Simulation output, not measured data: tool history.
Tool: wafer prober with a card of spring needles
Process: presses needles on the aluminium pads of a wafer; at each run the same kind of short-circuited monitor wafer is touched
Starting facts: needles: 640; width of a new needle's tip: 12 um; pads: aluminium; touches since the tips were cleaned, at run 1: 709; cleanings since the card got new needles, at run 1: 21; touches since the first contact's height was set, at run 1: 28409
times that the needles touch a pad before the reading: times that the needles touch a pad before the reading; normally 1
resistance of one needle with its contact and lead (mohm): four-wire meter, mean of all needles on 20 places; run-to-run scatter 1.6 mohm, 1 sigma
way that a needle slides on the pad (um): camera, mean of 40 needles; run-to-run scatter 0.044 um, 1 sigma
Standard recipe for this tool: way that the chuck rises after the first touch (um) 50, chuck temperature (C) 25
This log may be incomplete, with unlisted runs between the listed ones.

run,hour,way that the chuck rises after the first touch (um),chuck temperature (C),times that the needles touch a pad before the reading,touches since the tips were cleaned,cleanings since the card got new needles,touches since the first contact's height was set,resistance of one needle with its contact and lead (mohm),way that a needle slides on the pad (um)
1,0,50,25,1,709,21,28409,149,10.92
2,20,50,25,1,6478,21,34178,149,10.9
# hour 23.4: tips cleaned on abrasive film
3,35.3,50,25,1,3462,22,38595,150,11.03
4,46.2,50,25,1,6605,22,41738,148,11
# hour 49.2: tips cleaned on abrasive film
5,54.7,35,25,1,1572,23,44150,156,7.69
6,67.6,35,25,1,5324,23,47902,155,7.7
# hour 76: tips cleaned on abrasive film
7,84.9,34,25,1,2558,24,52849,153,7.53
8,99.8,50,25,1,6878,24,57169,152,10.97
# hour 102.4: tips cleaned on abrasive film
9,114.9,57,25,1,3598,25,61489,148,12.52
# hour 128.6: tips cleaned on abrasive film
10,131,57,25,1,709,26,66129,147,12.57
11,144.2,57,25,1,4525,26,69945,146,12.6
# hour 154.5: tips cleaned on abrasive film
12,154.5,57,25,1,0,27,72902,148,12.54
13,167.8,50,25,1,3839,27,76741,149,11.04
# hour 181.1: tips cleaned on abrasive film
14,184.7,50,25,1,1057,28,81598,147,11.05
15,195.6,50,25,1,4190,28,84731,148,11.1
16,206.5,50,25,1,7340,28,87881,153,11.04
# hour 208.2: tips cleaned on abrasive film
17,215.4,50,25,1,2065,29,90427,150,11.02
18,225.1,50,39,1,4871,29,93233,153,11.03
# hour 234.3: tips cleaned on abrasive film
19,234.3,50,39,1,0,30,95859,152,11.1
20,251.1,50,39,1,4859,30,100718,151,11.04
# hour 260.1: tips cleaned on abrasive film
21,271,50,52,1,3149,31,106453,154,11.01
# hour 287.2: tips cleaned on abrasive film
22,288.9,50,52,1,502,32,111591,156,11.05
23,308.4,53,26,2,6126,32,117215,147,11.75
# hour 312.9: tips cleaned on abrasive film
24,317.5,53,26,2,1329,33,119828,150,11.73
25,330.3,58,70,2,5019,33,123518,154,12.86
26,338.4,53,49,2,7377,33,125876,153,11.77
# hour 339.4: tips cleaned on abrasive film
27,348.6,46,99,2,2643,34,128779,166,10.22
28,364.1,46,99,2,7115,34,133251,163,10.15
# hour 365.9: tips cleaned on abrasive film
29,373.7,45,29,1,2251,35,136007,148,10.11
30,384.1,53,29,3,5259,35,139015,149,11.94
# hour 391.6: tips cleaned on abrasive film
31,398.9,53,29,3,2131,36,143278,151,11.77
32,412.8,42,52,2,6134,36,147281,154,9.36
# hour 417.3: tips cleaned on abrasive film
33,421.9,42,52,2,1326,37,149892,155,9.34
34,436.4,50,114,2,5495,37,154061,162,11.14

Table of differences, measured result less the result of that run with no hidden state. Run-to-run variation is the same in both. Gauge scatter possibly is not:
Hidden state at play: debris on the tips, nm; way that the needles fall short of the set height, um; tips' diameter, um; drift of the gauge itself on contact_mohm, %; drift of the gauge itself on scrub_um, %.
run,way that a needle slides on the pad (um)
1,+0
2,+0.01
3,+0.02
4,+0.02
5,+0.02
6,+0.02
7,+0.03
8,+0.05
9,+0.07
10,+0.07
11,+0.09
12,+0.09
13,+0.08
14,+0.09
15,+0.1
16,+0.1
17,+0.11
18,+0.11
19,+0.12
20,+0.13
21,+0.14
22,+0.15
23,+0.16
24,+0.17
25,+0.19
26,+0.18
27,+0.16
28,+0.17
29,+0.17
30,+0.21
31,+0.22
32,+0.17
33,+0.18
34,+0.22
resistance of one needle with its contact and lead (mohm): within 1 of the measured result in every run.

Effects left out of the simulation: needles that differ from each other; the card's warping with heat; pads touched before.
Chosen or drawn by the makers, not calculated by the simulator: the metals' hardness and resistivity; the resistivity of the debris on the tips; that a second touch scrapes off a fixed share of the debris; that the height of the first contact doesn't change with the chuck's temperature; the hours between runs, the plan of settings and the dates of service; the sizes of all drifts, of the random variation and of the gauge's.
